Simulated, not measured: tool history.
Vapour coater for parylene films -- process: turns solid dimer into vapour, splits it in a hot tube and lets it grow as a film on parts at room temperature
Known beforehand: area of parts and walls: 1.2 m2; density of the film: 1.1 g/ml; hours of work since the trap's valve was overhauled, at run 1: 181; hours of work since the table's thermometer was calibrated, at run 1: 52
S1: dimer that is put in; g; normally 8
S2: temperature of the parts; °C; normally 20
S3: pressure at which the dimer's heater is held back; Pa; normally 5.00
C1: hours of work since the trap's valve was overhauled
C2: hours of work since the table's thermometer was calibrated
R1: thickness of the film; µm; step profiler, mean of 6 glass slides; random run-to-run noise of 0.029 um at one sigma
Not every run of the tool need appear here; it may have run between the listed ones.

run 1 hour=0.0 | S1=8 S2=20 S3=5.00 | C1=181 C2=52 | R1=4.28
run 2 hour=11.4 | S1=8 S2=20 S3=3.69 | C1=190 C2=61 | R1=4.51
run 3 hour=37.4 | S1=8 S2=20 S3=3.69 | C1=211 C2=81 | R1=4.49
run 4 hour=58.0 | S1=8 S2=20 S3=3.69 | C1=227 C2=98 | R1=4.50
run 5 hour=73.2 | S1=8 S2=20 S3=3.69 | C1=239 C2=110 | R1=4.46
run 6 hour=91.5 | S1=3 S2=20 S3=3.69 | C1=254 C2=125 | R1=1.62
run 7 hour=113.5 | S1=3 S2=20 S3=11.04 | C1=271 C2=142 | R1=1.34
run 8 hour=124.0 | S1=11 S2=20 S3=5.00 | C1=280 C2=151 | R1=5.77
run 9 hour=150.0 | S1=8 S2=16 S3=5.00 | C1=300 C2=171 | R1=4.49
run 10 hour=167.3 | S1=8 S2=16 S3=5.00 | C1=314 C2=185 | R1=4.45
run 11 hour=192.0 | S1=8 S2=16 S3=5.00 | C1=334 C2=205 | R1=4.39
-- hour=205.7 trap's valve overhauled
run 12 hour=212.0 | S1=8 S2=16 S3=5.03 | C1=5 C2=218 | R1=4.87
run 13 hour=233.3 | S1=8 S2=16 S3=5.03 | C1=22 C2=235 | R1=4.74
run 14 hour=258.6 | S1=4 S2=20 S3=2.21 | C1=42 C2=255 | R1=2.62
run 15 hour=271.6 | S1=3 S2=20 S3=2.21 | C1=53 C2=265 | R1=1.94
run 16 hour=295.4 | S1=6 S2=17 S3=8.51 | C1=72 C2=284 | R1=3.13
run 17 hour=318.5 | S1=6 S2=17 S3=8.51 | C1=90 C2=303 | R1=3.13
run 18 hour=335.5 | S1=6 S2=17 S3=8.51 | C1=104 C2=316 | R1=3.12

Predict each of these 5 candidate next runs independently; none follows another, all start after run 18:
run A hour=352.0 | S1=8 S2=22 S3=5.00 | C1=117 C2=329 | R1=?
run B hour=352.0 | S1=4 S2=17 S3=3.37 | C1=117 C2=329 | R1=?
run C hour=352.0 | S1=5 S2=17 S3=6.48 | C1=117 C2=329 | R1=?
run D hour=352.0 | S1=9 S2=24 S3=10.42 | C1=117 C2=329 | R1=?
run E hour=352.0 | S1=6 S2=18 S3=8.51 | C1=117 C2=329 | R1=?

run=A R1=4.21
run=B R1=2.49
run=C R1=2.75
run=D R1=3.89
run=E R1=3.08
Without the tool's unlogged condition, the same runs would have read:
run=A R1=4.35
run=B R1=2.57
run=C R1=2.84
run=D R1=4.01
run=E R1=3.18
